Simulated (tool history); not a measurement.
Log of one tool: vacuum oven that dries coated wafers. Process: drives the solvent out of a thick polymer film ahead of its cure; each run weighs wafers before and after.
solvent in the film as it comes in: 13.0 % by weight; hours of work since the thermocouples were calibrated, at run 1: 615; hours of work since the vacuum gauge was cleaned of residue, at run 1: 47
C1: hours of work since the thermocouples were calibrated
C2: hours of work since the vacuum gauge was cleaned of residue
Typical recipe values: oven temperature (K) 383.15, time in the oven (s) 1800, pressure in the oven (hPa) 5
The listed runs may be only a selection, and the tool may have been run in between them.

Run 1, hour 0: usual settings; C1 615; C2 47. Result: solvent left in the film (%) 1.04.
Run 2, hour 18.1: usual settings but oven temperature (K) 391.15; C1 624; C2 56. Result: solvent left in the film (%) 0.48.
Run 3, hour 33.9: usual settings; C1 632; C2 64. Result: solvent left in the film (%) 1.09.
Run 4, hour 47.5: usual settings; C1 639; C2 70. Result: solvent left in the film (%) 1.08.
Run 5, hour 55.2: usual settings; C1 643; C2 74. Result: solvent left in the film (%) 1.07.
Run 6, hour 71.7: usual settings; C1 651; C2 82. Result: solvent left in the film (%) 1.01.
Run 7, hour 85.9: usual settings; C1 658; C2 89. Result: solvent left in the film (%) 1.04.
Run 8, hour 97.2: usual settings; C1 664; C2 95. Result: solvent left in the film (%) 1.08.
Run 9, hour 111: usual settings but pressure in the oven (hPa) 2.56; C1 670; C2 102. Result: solvent left in the film (%) 0.86.
Run 10, hour 126.8: usual settings but pressure in the oven (hPa) 2.56; C1 678; C2 110. Result: solvent left in the film (%) 0.86.
Run 11, hour 134.8: usual settings but time in the oven (s) 1440; C1 682; C2 114. Result: solvent left in the film (%) 1.51.
Run 12, hour 147.4: usual settings but time in the oven (s) 1440, pressure in the oven (hPa) 4.03; C1 689; C2 120. Result: solvent left in the film (%) 1.48.
Run 13, hour 156.2: usual settings but time in the oven (s) 1440, pressure in the oven (hPa) 4.03; C1 693; C2 125. Result: solvent left in the film (%) 1.44.
Run 14, hour 163.7: usual settings but oven temperature (K) 385.15, time in the oven (s) 1440, pressure in the oven (hPa) 4.03; C1 697; C2 128. Result: solvent left in the film (%) 1.25.
Run 15, hour 181.2: usual settings but pressure in the oven (hPa) 3.94; C1 705; C2 137. Result: solvent left in the film (%) 0.98.
Run 16, hour 192.2: usual settings; C1 711; C2 143. Result: solvent left in the film (%) 1.02.
Run 17, hour 200.5: usual settings but time in the oven (s) 1020; C1 715; C2 147. Result: solvent left in the film (%) 2.5.
Run 18, hour 212.3: usual settings but oven temperature (K) 386.15; C1 721; C2 153. Result: solvent left in the film (%) 0.84.
Run 19, hour 227.6: usual settings but oven temperature (K) 386.15; C1 729; C2 160. Result: solvent left in the film (%) 0.84.
Run 20, hour 235.1: usual settings; C1 732; C2 164. Result: solvent left in the film (%) 1.05.
Run 21, hour 246: usual settings; C1 738; C2 169. Result: solvent left in the film (%) 1.07.
Run 22, hour 256.2: usual settings; C1 743; C2 174. Result: solvent left in the film (%) 1.06.
Run 23, hour 267.2: usual settings; C1 748; C2 180. Result: solvent left in the film (%) 1.08.
Run 24, hour 282: usual settings; C1 756; C2 187. Result: solvent left in the film (%) 1.12.
Run 25, hour 296.5: usual settings but oven temperature (K) 387.15, time in the oven (s) 2700; C1 763; C2 195. Result: solvent left in the film (%) 0.47.
Run 26, hour 304.1: usual settings but oven temperature (K) 387.15, time in the oven (s) 2700, pressure in the oven (hPa) 10.86; C1 767; C2 198. Result: solvent left in the film (%) 0.83.
Run 27, hour 316.6: usual settings but oven temperature (K) 376.15, time in the oven (s) 1140; C1 773; C2 205. Result: solvent left in the film (%) 3.49.
Run 28, hour 330.2: usual settings but oven temperature (K) 376.15, time in the oven (s) 1140; C1 780; C2 211. Result: solvent left in the film (%) 3.56.
Run 29, hour 346.9: usual settings but oven temperature (K) 376.15, time in the oven (s) 1140; C1 788; C2 220. Result: solvent left in the film (%) 3.59.
Run 30, hour 364.3: usual settings but oven temperature (K) 395.15, pressure in the oven (hPa) 3; C1 797; C2 228. Result: solvent left in the film (%) 0.28.
Run 31, hour 375.6: usual settings but oven temperature (K) 379.15, time in the oven (s) 1620, pressure in the oven (hPa) 8.08; C1 802; C2 234. Result: solvent left in the film (%) 2.13.
Run 32, hour 387.5: usual settings but time in the oven (s) 2400, pressure in the oven (hPa) 3.79; C1 808; C2 240. Result: solvent left in the film (%) 0.61.
At hour 391.1: oven's thermocouples calibrated.
Run 33, hour 403.4: usual settings but oven temperature (K) 370.15, time in the oven (s) 2400, pressure in the oven (hPa) 3.28; C1 6; C2 247. Result: solvent left in the film (%) 2.09.
Run 34, hour 415.2: usual settings but time in the oven (s) 1440, pressure in the oven (hPa) 15.57; C1 12; C2 253. Result: solvent left in the film (%) 2.38.
Run 35, hour 427.3: usual settings but time in the oven (s) 1440, pressure in the oven (hPa) 15.57; C1 18; C2 259. Result: solvent left in the film (%) 2.39.
Run 36, hour 445.7: usual settings but time in the oven (s) 1440, pressure in the oven (hPa) 12.79; C1 27; C2 268. Result: solvent left in the film (%) 2.17.
At hour 452.1: oven's thermocouples calibrated, once more.
Run 37, hour 455.8: usual settings but time in the oven (s) 1440, pressure in the oven (hPa) 12.79; C1 2; C2 272. Result: solvent left in the film (%) 2.01.
Run 38, hour 472.8: usual settings but oven temperature (K) 376.15, time in the oven (s) 2700, pressure in the oven (hPa) 2.53; C1 10; C2 281. Result: solvent left in the film (%) 0.79.
Run 39, hour 490.3: usual settings but oven temperature (K) 376.15, time in the oven (s) 1080, pressure in the oven (hPa) 5.83; C1 19; C2 289. Result: solvent left in the film (%) 3.57.
Run 40, hour 506.8: usual settings but oven temperature (K) 369.15, pressure in the oven (hPa) 8.26; C1 27; C2 297. Result: solvent left in the film (%) 3.5.
Run 41, hour 516: usual settings but oven temperature (K) 369.15, pressure in the oven (hPa) 8.26; C1 32; C2 302. Result: solvent left in the film (%) 3.5.
Run 42, hour 530.4: usual settings but oven temperature (K) 387.15, time in the oven (s) 1740, pressure in the oven (hPa) 2.6; C1 39; C2 309. Result: solvent left in the film (%) 0.61.
Run 43, hour 548.5: usual settings but oven temperature (K) 387.15, time in the oven (s) 1740, pressure in the oven (hPa) 2.6; C1 48; C2 318. Result: solvent left in the film (%) 0.57.
Run 44, hour 559: usual settings but oven temperature (K) 394.15, time in the oven (s) 1980, pressure in the oven (hPa) 2.89; C1 53; C2 324. Result: solvent left in the film (%) 0.28.
Run 45, hour 576.5: usual settings but oven temperature (K) 394.15, time in the oven (s) 2160, pressure in the oven (hPa) 4.25; C1 62; C2 332. Result: solvent left in the film (%) 0.3.
Run 46, hour 588.4: usual settings but oven temperature (K) 373.15, time in the oven (s) 1560, pressure in the oven (hPa) 13.44; C1 68; C2 338. Result: solvent left in the film (%) 3.66.
Run 47, hour 598.4: usual settings but oven temperature (K) 373.15, time in the oven (s) 1560, pressure in the oven (hPa) 13.44; C1 73; C2 343. Result: solvent left in the film (%) 3.63.

Table of differences, measured result less the result of that run with no hidden state. Run-to-run variation is the same in both. Gauge scatter possibly is not:
The hidden state here: true wafer temperature over the reading, C; true pressure over the reading, kPa; drift of the gauge itself on solvent_pct, %.
run  solvent left in the film (%)
  1                         +0.05
  2                         +0.02
  3                         +0.06
  4                         +0.06
  5                         +0.06
  6                         +0.06
  7                         +0.06
  8                         +0.06
  9                         +0.07
 10                         +0.06
 11                         +0.08
 12                         +0.08
 13                         +0.08
 14                         +0.08
 15                         +0.08
 16                         +0.07
 17                         +0.11
 18                         +0.06
 19                         +0.07
 20                         +0.08
 21                         +0.08
 22                         +0.08
 23                         +0.09
 24                         +0.08
 25                         +0.05
 26                         +0.06
 27                         +0.15
 28                         +0.16
 29                         +0.16
 30                         +0.04
 31                         +0.14
 32                         +0.08
 33                         +0.18
 34                         +0.16
 35                         +0.16
 36                         +0.15
 37                         -0.01
 38                         +0.04
 39                         -0.02
 40                            +0
 41                         +0.01
 42                         +0.02
 43                         +0.03
 44                         +0.04
 45                         +0.04
 46                         +0.01
 47                         +0.01

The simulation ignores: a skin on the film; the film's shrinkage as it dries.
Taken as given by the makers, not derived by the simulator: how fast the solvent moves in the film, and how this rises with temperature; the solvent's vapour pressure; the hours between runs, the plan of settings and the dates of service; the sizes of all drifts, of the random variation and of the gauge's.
